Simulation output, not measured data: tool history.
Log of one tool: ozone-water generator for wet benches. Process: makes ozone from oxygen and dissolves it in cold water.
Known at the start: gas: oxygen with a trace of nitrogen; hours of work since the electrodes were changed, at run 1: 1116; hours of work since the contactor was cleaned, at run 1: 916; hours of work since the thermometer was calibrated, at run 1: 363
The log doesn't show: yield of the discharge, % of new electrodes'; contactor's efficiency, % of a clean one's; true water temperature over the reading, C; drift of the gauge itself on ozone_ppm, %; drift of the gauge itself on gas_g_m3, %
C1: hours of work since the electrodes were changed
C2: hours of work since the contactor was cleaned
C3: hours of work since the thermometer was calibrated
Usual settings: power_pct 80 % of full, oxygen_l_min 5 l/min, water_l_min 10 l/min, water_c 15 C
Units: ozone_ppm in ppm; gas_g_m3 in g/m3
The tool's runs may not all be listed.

run 1 hour=0 | power_pct=80 oxygen_l_min=5 water_l_min=10 water_c=15 | C1=1116 C2=916 C3=363 | ozone_ppm=41.1 gas_g_m3=237.6
run 2 hour=93.2 | power_pct=80 oxygen_l_min=5 water_l_min=10 water_c=15 | C1=1179 C2=979 C3=426 | ozone_ppm=40.8 gas_g_m3=237.9
run 3 hour=198.5 | power_pct=80 oxygen_l_min=5 water_l_min=10 water_c=15 | C1=1250 C2=1051 C3=497 | ozone_ppm=40.7 gas_g_m3=236.7
run 4 hour=248.4 | power_pct=80 oxygen_l_min=5 water_l_min=9 water_c=15 | C1=1284 C2=1085 C3=531 | ozone_ppm=43.4 gas_g_m3=241.1
run 5 hour=301.9 | power_pct=80 oxygen_l_min=5 water_l_min=9 water_c=15 | C1=1320 C2=1121 C3=567 | ozone_ppm=43.1 gas_g_m3=236.6
run 6 hour=355.1 | power_pct=80 oxygen_l_min=5 water_l_min=9 water_c=15 | C1=1356 C2=1157 C3=603 | ozone_ppm=43.1 gas_g_m3=240.2
run 7 hour=415.2 | power_pct=80 oxygen_l_min=5 water_l_min=9 water_c=15 | C1=1397 C2=1197 C3=644 | ozone_ppm=43.5 gas_g_m3=239.9
run 8 hour=514.8 | power_pct=80 oxygen_l_min=5 water_l_min=9 water_c=15 | C1=1464 C2=1265 C3=711 | ozone_ppm=43.2 gas_g_m3=240.8
run 9 hour=622.2 | power_pct=80 oxygen_l_min=5 water_l_min=9 water_c=15 | C1=1537 C2=1337 C3=784 | ozone_ppm=43.3 gas_g_m3=240.8
run 10 hour=685.9 | power_pct=56 oxygen_l_min=5 water_l_min=10 water_c=15 | C1=1580 C2=1381 C3=827 | ozone_ppm=32.7 gas_g_m3=193.3
run 11 hour=765.5 | power_pct=53 oxygen_l_min=5 water_l_min=10 water_c=15 | C1=1634 C2=1434 C3=881 | ozone_ppm=31.3 gas_g_m3=185.7
run 12 hour=819.9 | power_pct=53 oxygen_l_min=5 water_l_min=10 water_c=15 | C1=1670 C2=1471 C3=917 | ozone_ppm=31.6 gas_g_m3=187
run 13 hour=919.4 | power_pct=80 oxygen_l_min=5 water_l_min=10 water_c=15 | C1=1738 C2=1539 C3=985 | ozone_ppm=40.5 gas_g_m3=242.5
run 14 hour=978.6 | power_pct=80 oxygen_l_min=5 water_l_min=12 water_c=15 | C1=1778 C2=1579 C3=1025 | ozone_ppm=35.9 gas_g_m3=244
run 15 hour=1046.7 | power_pct=80 oxygen_l_min=5 water_l_min=12 water_c=15 | C1=1824 C2=1625 C3=1071 | ozone_ppm=36.5 gas_g_m3=243.4
run 16 hour=1154.6 | power_pct=80 oxygen_l_min=5 water_l_min=12 water_c=15 | C1=1897 C2=1698 C3=1144 | ozone_ppm=36.8 gas_g_m3=244.8
-- hour=1161.1 gauge calibrated
run 17 hour=1218.6 | power_pct=80 oxygen_l_min=5 water_l_min=13 water_c=22 | C1=1940 C2=1741 C3=1187 | ozone_ppm=30.3 gas_g_m3=238.1
run 18 hour=1288.2 | power_pct=68 oxygen_l_min=5 water_l_min=7 water_c=8 | C1=1987 C2=1788 C3=1234 | ozone_ppm=50.8 gas_g_m3=215.2
run 19 hour=1399.1 | power_pct=68 oxygen_l_min=5.66 water_l_min=7 water_c=16 | C1=2062 C2=1863 C3=1309 | ozone_ppm=43.2 gas_g_m3=204.4
run 20 hour=1448.7 | power_pct=68 oxygen_l_min=5.66 water_l_min=7 water_c=16 | C1=2096 C2=1897 C3=1343 | ozone_ppm=42.6 gas_g_m3=204.5
run 21 hour=1549.2 | power_pct=68 oxygen_l_min=5.66 water_l_min=7 water_c=16 | C1=2164 C2=1965 C3=1411 | ozone_ppm=42.9 gas_g_m3=206.7
run 22 hour=1626.1 | power_pct=59 oxygen_l_min=4.39 water_l_min=7 water_c=14 | C1=2216 C2=2017 C3=1463 | ozone_ppm=41.4 gas_g_m3=207.6
run 23 hour=1710.7 | power_pct=74 oxygen_l_min=5 water_l_min=10 water_c=11 | C1=2273 C2=2074 C3=1520 | ozone_ppm=41.5 gas_g_m3=229.3
run 24 hour=1758.5 | power_pct=74 oxygen_l_min=5 water_l_min=7 water_c=17 | C1=2306 C2=2107 C3=1553 | ozone_ppm=44.8 gas_g_m3=229.3
run 25 hour=1803.3 | power_pct=80 oxygen_l_min=5 water_l_min=9 water_c=12 | C1=2336 C2=2137 C3=1583 | ozone_ppm=46.1 gas_g_m3=238.7

Some steps in gas_g_m3 between neighbouring runs. How much of each would the tool show without its hidden state too (settings, what came in, random variation), and how much is left for the hidden state, with any gauge scatter that isn't in both results?
Run 9 -> 10: power_pct 80 -> 56, water_l_min 9 -> 10. gas_g_m3 -47.5 g/m3: hidden state -0.4, all else -47.1.
Run 12 -> 13: power_pct 53 -> 80. gas_g_m3 +55.5 g/m3: hidden state +1.5, all else +54.
Run 16 -> 17: water_l_min 12 -> 13, water_c 15 -> 22, gauge calibrated. gas_g_m3 -6.7 g/m3: hidden state -6.2, all else -0.5.

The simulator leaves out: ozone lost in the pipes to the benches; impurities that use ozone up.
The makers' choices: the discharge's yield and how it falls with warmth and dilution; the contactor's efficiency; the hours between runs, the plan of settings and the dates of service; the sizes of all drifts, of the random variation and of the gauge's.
